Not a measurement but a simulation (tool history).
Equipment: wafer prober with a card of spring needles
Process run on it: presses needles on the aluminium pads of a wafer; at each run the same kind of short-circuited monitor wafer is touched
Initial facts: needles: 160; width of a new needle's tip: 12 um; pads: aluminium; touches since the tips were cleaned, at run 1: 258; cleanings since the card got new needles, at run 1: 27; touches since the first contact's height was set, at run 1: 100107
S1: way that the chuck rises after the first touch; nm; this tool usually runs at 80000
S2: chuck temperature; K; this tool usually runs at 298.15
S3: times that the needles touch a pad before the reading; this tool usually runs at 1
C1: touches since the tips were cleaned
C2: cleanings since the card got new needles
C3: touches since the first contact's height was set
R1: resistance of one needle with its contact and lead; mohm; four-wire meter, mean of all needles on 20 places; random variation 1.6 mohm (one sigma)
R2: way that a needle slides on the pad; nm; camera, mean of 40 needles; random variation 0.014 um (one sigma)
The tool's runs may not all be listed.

Run 1, day 0: usual settings; C1 258; C2 27; C3 100107. Result: R1 161 mohm, R2 17360 nm.
Run 2, day 0.425: usual settings but S1 64000 nm; C1 3546; C2 27; C3 103395. Result: R1 163 mohm, R2 13870 nm.
At day 0.946: tips cleaned on abrasive film.
Run 3, day 1.208: usual settings but S1 64000 nm; C1 2025; C2 28; C3 109408. Result: R1 161 mohm, R2 13880 nm.
Run 4, day 1.738: usual settings but S1 64000 nm; C1 6119; C2 28; C3 113502. Result: R1 164 mohm, R2 13900 nm.
At day 1.883: tips cleaned on abrasive film.
Run 5, day 2.396: usual settings but S1 64000 nm; C1 3957; C2 29; C3 118567. Result: R1 160 mohm, R2 13910 nm.
At day 2.817: tips cleaned on abrasive film.
Run 6, day 3.021: usual settings but S2 325.15 K; C1 1571; C2 30; C3 123362. Result: R1 166 mohm, R2 17390 nm.
Run 7, day 3.621: usual settings but S1 62000 nm; C1 6208; C2 30; C3 127999. Result: R1 164 mohm, R2 13490 nm.
At day 3.758: tips cleaned on abrasive film.
Run 8, day 4.129: usual settings but S1 62000 nm; C1 2859; C2 31; C3 131897. Result: R1 162 mohm, R2 13480 nm.
At day 4.512: height of the first contact set anew.
Run 9, day 4.512: usual settings; C1 5728; C2 31; C3 0. Result: R1 161 mohm, R2 17440 nm.
At day 4.75: tips cleaned on abrasive film.
Run 10, day 5.1: usual settings; C1 2702; C2 32; C3 4492. Result: R1 159 mohm, R2 17430 nm.
At day 5.721: tips cleaned on abrasive film.
Run 11, day 5.908: usual settings; C1 1438; C2 33; C3 10708. Result: R1 163 mohm, R2 17420 nm.
Run 12, day 6.496: usual settings; C1 6005; C2 33; C3 15275. Result: R1 161 mohm, R2 17480 nm.
At day 6.662: tips cleaned on abrasive film.
Run 13, day 7.304: usual settings; C1 4956; C2 34; C3 21466. Result: R1 164 mohm, R2 17450 nm.
At day 7.629: tips cleaned on abrasive film.
Run 14, day 7.788: usual settings; C1 1201; C2 35; C3 25170. Result: R1 159 mohm, R2 17480 nm.
At day 8.575: tips cleaned on abrasive film.
Run 15, day 8.575: usual settings but S2 363.15 K; C1 0; C2 36; C3 31236. Result: R1 172 mohm, R2 17470 nm.
Run 16, day 9.262: usual settings; C1 5298; C2 36; C3 36534. Result: R1 157 mohm, R2 17470 nm.
At day 9.567: tips cleaned on abrasive film.
Run 17, day 9.621: usual settings but S2 323.15 K; C1 411; C2 37; C3 39288. Result: R1 162 mohm, R2 17500 nm.
Run 18, day 9.983: usual settings but S1 96000 nm; C1 3215; C2 37; C3 42092. Result: R1 158 mohm, R2 20990 nm.
Run 19, day 10.392: usual settings but S1 63000 nm, S3 2; C1 6359; C2 37; C3 45236. Result: R1 161 mohm, R2 13810 nm.
At day 10.529: tips cleaned on abrasive film.
Run 20, day 11.062: usual settings but S3 2; C1 4111; C2 38; C3 50399. Result: R1 160 mohm, R2 17540 nm.
At day 11.475: tips cleaned on abrasive film.
Run 21, day 11.792: usual settings but S1 66000 nm, S2 363.15 K; C1 2457; C2 39; C3 56012. Result: R1 173 mohm, R2 14450 nm.
At day 12.417: tips cleaned on abrasive film.
Run 22, day 12.504: usual settings but S1 64000 nm, S2 338.15 K; C1 678; C2 40; C3 61485. Result: R1 171 mohm, R2 14020 nm.
Run 23, day 12.879: usual settings but S1 64000 nm, S2 338.15 K; C1 3578; C2 40; C3 64385. Result: R1 168 mohm, R2 14020 nm.
At day 13.379: tips cleaned on abrasive film.
Run 24, day 13.642: usual settings but S1 63000 nm, S2 374.15 K; C1 2039; C2 41; C3 70242. Result: R1 178 mohm, R2 13830 nm.
At day 14.346: tips cleaned on abrasive film.
Run 25, day 14.383: usual settings but S2 313.15 K; C1 310; C2 42; C3 75939. Result: R1 160 mohm, R2 17560 nm.
Run 26, day 14.988: usual settings but S1 87000 nm, S2 333.15 K, S3 2; C1 4959; C2 42; C3 80588. Result: R1 167 mohm, R2 19110 nm.
At day 15.296: tips cleaned on abrasive film.
Run 27, day 15.379: usual settings but S1 87000 nm, S2 303.15 K, S3 2; C1 650; C2 43; C3 83591. Result: R1 160 mohm, R2 19140 nm.
Run 28, day 16.1: usual settings but S1 64000 nm, S2 303.15 K; C1 6217; C2 43; C3 89158. Result: R1 164 mohm, R2 14090 nm.
At day 16.225: tips cleaned on abrasive film.
Run 29, day 16.767: usual settings but S1 64000 nm, S2 303.15 K; C1 4180; C2 44; C3 94293. Result: R1 159 mohm, R2 14110 nm.
At day 17.188: tips cleaned on abrasive film.
Run 30, day 17.35: usual settings; C1 1235; C2 45; C3 98761. Result: R1 158 mohm, R2 17620 nm.
Run 31, day 17.883: usual settings but S1 78000 nm, S3 2; C1 5360; C2 45; C3 102886. Result: R1 159 mohm, R2 17190 nm.
At day 18.15: tips cleaned on abrasive film.
Run 32, day 18.517: usual settings but S1 89000 nm, S3 2; C1 2849; C2 46; C3 107759. Result: R1 160 mohm, R2 19630 nm.
At day 19.092: tips cleaned on abrasive film.
Run 33, day 19.175: usual settings but S3 2; C1 650; C2 47; C3 112800. Result: R1 160 mohm, R2 17660 nm.
Run 34, day 19.879: usual settings but S1 73000 nm, S2 371.15 K; C1 6101; C2 47; C3 118251. Result: R1 176 mohm, R2 16110 nm.

Branching from run 34: 3 alternative next runs. What would each branch give?
At day 20.042: tips cleaned on abrasive film.
Run A, day 20.5: usual settings but S1 73000 nm, S2 371.15 K, S3 3; C1 3521; C2 48; C3 123005. Result: R1 ?, R2 ?.
At day 20.042: tips cleaned on abrasive film.
Run B, day 20.5: usual settings but S1 83000 nm, S2 371.15 K, S3 2; C1 3521; C2 48; C3 123005. Result: R1 ?, R2 ?.
At day 20.042: tips cleaned on abrasive film.
Run C, day 20.5: usual settings but S1 73000 nm, S2 395.15 K; C1 3521; C2 48; C3 123005. Result: R1 ?, R2 ?.

run   R1     R2
  A  177  16140
  B  175  18320
  C  184  16130
Without the tool's hidden state the same runs would have given:
run   R1     R2
  A  177  15840
  B  175  17970
  C  184  15830
